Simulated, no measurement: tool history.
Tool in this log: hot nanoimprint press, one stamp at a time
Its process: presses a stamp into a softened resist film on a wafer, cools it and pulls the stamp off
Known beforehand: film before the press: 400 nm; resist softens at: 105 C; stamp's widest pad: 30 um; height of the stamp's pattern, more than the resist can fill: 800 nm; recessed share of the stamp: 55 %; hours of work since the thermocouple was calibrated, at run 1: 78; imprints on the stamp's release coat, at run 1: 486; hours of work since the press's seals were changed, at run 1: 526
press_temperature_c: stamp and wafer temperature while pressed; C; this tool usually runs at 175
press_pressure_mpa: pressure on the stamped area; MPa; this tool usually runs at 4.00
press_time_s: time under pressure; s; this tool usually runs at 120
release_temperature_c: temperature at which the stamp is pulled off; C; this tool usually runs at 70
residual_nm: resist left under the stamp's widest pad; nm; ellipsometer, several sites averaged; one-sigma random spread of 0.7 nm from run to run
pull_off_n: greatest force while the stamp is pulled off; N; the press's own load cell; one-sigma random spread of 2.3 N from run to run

| run | hour | press_temperature_c | press_pressure_mpa | press_time_s | release_temperature_c | hours of work since the thermocouple was calibrated | imprints on the stamp's release coat | hours of work since the press's seals were changed | residual_nm | pull_off_n |
|---|---|---|---|---|---|---|---|---|---|---|
| 1 | 0.0 | 175 | 4.00 | 120 | 70 | 78 | 486 | 526 | 158.2 | 123 |
| 2 | 50.0 | 175 | 4.00 | 120 | 69 | 102 | 635 | 550 | 158.3 | 124 |
| 3 | 141.1 | 173 | 4.00 | 120 | 70 | 146 | 906 | 593 | 170.8 | 135 |
| 4 | 204.5 | 173 | 4.00 | 120 | 70 | 176 | 1094 | 623 | 169.0 | 143 |
| 5 | 256.2 | 173 | 4.00 | 120 | 70 | 201 | 1248 | 648 | 169.3 | 144 |
| 6 | 351.1 | 173 | 4.00 | 120 | 70 | 246 | 1531 | 693 | 167.7 | 159 |
| 7 | 394.6 | 173 | 4.00 | 120 | 70 | 267 | 1660 | 714 | 169.0 | 157 |
| 8 | 479.2 | 175 | 4.00 | 120 | 69 | 307 | 1912 | 755 | 156.7 | 176 |
|  | 519.8 | stamp cleaned and given a new release coat |
| 9 | 561.5 | 175 | 4.00 | 120 | 69 | 344 | 124 | 791 | 157.3 | 107 |
|  | 579.4 | plate thermocouple calibrated |
| 10 | 636.0 | 175 | 4.00 | 79 | 70 | 27 | 337 | 825 | 193.1 | 117 |
| 11 | 733.1 | 175 | 4.00 | 79 | 70 | 73 | 626 | 872 | 191.2 | 125 |
| 12 | 817.0 | 175 | 4.00 | 79 | 70 | 114 | 875 | 912 | 190.9 | 134 |
| 13 | 910.5 | 175 | 4.00 | 79 | 70 | 158 | 1153 | 957 | 190.4 | 148 |
| 14 | 1013.2 | 175 | 4.00 | 79 | 70 | 207 | 1459 | 1006 | 190.1 | 164 |
| 15 | 1113.1 | 175 | 4.00 | 79 | 70 | 255 | 1756 | 1053 | 189.7 | 164 |
| 16 | 1173.4 | 175 | 4.00 | 120 | 65 | 284 | 1936 | 1082 | 159.8 | 185 |
|  | 1201.8 | stamp cleaned and given a new release coat |
| 17 | 1256.7 | 175 | 3.48 | 61 | 56 | 321 | 164 | 1119 | 218.8 | 129 |
| 18 | 1312.2 | 164 | 4.00 | 189 | 70 | 347 | 329 | 1146 | 191.1 | 116 |
|  | 1322.6 | plate thermocouple calibrated |
| 19 | 1370.0 | 164 | 4.00 | 189 | 70 | 23 | 492 | 1172 | 195.5 | 121 |
| 20 | 1443.3 | 164 | 5.24 | 189 | 75 | 58 | 710 | 1207 | 177.9 | 120 |
| 21 | 1499.7 | 174 | 4.00 | 120 | 59 | 85 | 878 | 1234 | 166.8 | 159 |
|  | 1593.9 | press's hydraulic seals changed and the load cell set to zero |
| 22 | 1608.5 | 175 | 4.00 | 67 | 68 | 133 | 1178 | 7 | 193.9 | 158 |
| 23 | 1681.5 | 170 | 4.89 | 78 | 57 | 168 | 1395 | 42 | 199.0 | 178 |
| 24 | 1768.1 | 170 | 4.89 | 78 | 57 | 209 | 1653 | 83 | 195.3 | 185 |
| 25 | 1825.5 | 170 | 4.89 | 78 | 57 | 237 | 1824 | 111 | 196.6 | 198 |
|  | 1900.0 | stamp cleaned and given a new release coat |
| 26 | 1908.2 | 170 | 4.89 | 78 | 57 | 273 | 25 | 147 | 196.5 | 116 |
| 27 | 1961.7 | 175 | 3.41 | 120 | 55 | 299 | 184 | 173 | 163.6 | 128 |
| 28 | 2014.9 | 164 | 2.55 | 73 | 75 | 324 | 342 | 198 | 288.3 | 105 |
|  | 2074.8 | plate thermocouple calibrated |
| 29 | 2075.6 | 164 | 2.55 | 217 | 75 | 0 | 514 | 226 | 213.6 | 115 |

Below are 3 alternative next runs, each starting from the tool's condition after run 29. Predict each:
| A | 2165.6 | 164 | 2.55 | 217 | 64 | 43 | 782 | 269 | ? | ? |
| B | 2165.6 | 164 | 2.74 | 217 | 75 | 43 | 782 | 269 | ? | ? |
| C | 2165.6 | 183 | 4.00 | 120 | 70 | 43 | 782 | 269 | ? | ? |

| run | residual_nm | pull_off_n |
|---|---|---|
| A | 213.7 | 132 |
| B | 208.2 | 127 |
| C | 122.8 | 134 |
Had the tool no hidden state, the same runs would have come out as:
| run | residual_nm | pull_off_n |
|---|---|---|
| A | 214.6 | 104 |
| B | 209.0 | 101 |
| C | 122.8 | 106 |

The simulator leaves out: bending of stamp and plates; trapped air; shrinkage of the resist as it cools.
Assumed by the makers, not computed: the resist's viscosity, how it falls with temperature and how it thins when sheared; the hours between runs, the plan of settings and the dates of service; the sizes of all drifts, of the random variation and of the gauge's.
